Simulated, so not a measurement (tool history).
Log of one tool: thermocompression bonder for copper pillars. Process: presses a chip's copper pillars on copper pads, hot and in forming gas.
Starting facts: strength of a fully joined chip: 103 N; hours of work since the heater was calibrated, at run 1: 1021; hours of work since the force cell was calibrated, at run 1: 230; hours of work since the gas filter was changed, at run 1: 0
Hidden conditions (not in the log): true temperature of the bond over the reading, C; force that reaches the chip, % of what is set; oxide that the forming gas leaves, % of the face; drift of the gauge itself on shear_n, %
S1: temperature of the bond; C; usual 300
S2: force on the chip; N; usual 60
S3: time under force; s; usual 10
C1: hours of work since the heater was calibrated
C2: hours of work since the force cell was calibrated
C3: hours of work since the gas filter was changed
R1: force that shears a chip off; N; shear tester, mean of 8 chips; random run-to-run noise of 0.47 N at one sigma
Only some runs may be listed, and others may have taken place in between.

run   hour   S1  S2  S3    C1   C2   C3    R1
  1    0.0  300  60  10  1021  230    0  68.4
  2   33.5  300  60  10  1048  257   27  68.6
  3   64.1  300  76  10  1072  281   51  78.9
  4  111.1  300  67  10  1109  319   89  72.5
  5  151.3  300  67  14  1142  351  121  79.8
  6  171.9  300  90  10  1158  367  137  84.7
  7  211.9  300  90  10  1190  399  169  84.4
  8  241.4  300  60  10  1213  423  193  68.1
  9  282.2  300  60  10  1246  455  225  68.0
 10  319.5  300  60  10  1276  485  255  67.5
     348.1  -- heater calibrated with a thermocouple chip
 11  349.1  300  60  26     1  507  277  84.4
 12  392.7  300  60  26    36  542  312  84.1
 13  438.5  300  60  10    72  578  348  67.7
 14  481.4  300  60   9   106  612  382  65.9
 15  521.6  304  55   6   138  644  414  56.4
     553.4  -- forming gas filter changed
 16  554.7  325  55   6   164  670    1  65.7
 17  587.8  305  66  28   191  697   27  89.1
 18  613.1  314  84  28   211  717   48  97.5
 19  648.1  283  67   6   239  745   76  55.5
 20  688.5  304  60  11   271  777  108  71.6
 21  727.4  304  60  15   302  808  139  77.5
 22  748.6  328  41   6   319  825  156  53.4
 23  790.4  292  70  10   352  858  189  69.6
 24  815.6  298  37  10   372  878  209  46.9
 25  841.0  298  37  10   393  899  229  46.8
 26  867.5  327  68   5   414  920  250  71.4
 27  913.5  327  68   5   450  956  287  71.5

Here are 3 independent what-if runs from the current tool condition. What would each one return?
  A  945.3  281  58  10  476  982  312   ?
  B  945.3  319  60  10  476  982  312   ?
  C  945.3  304  48   6  476  982  312   ?

run    R1
  A  58.2
  B  75.7
  C  50.4
Without the tool's hidden state the same runs would have given:
run    R1
  A  58.7
  B  76.2
  C  50.8
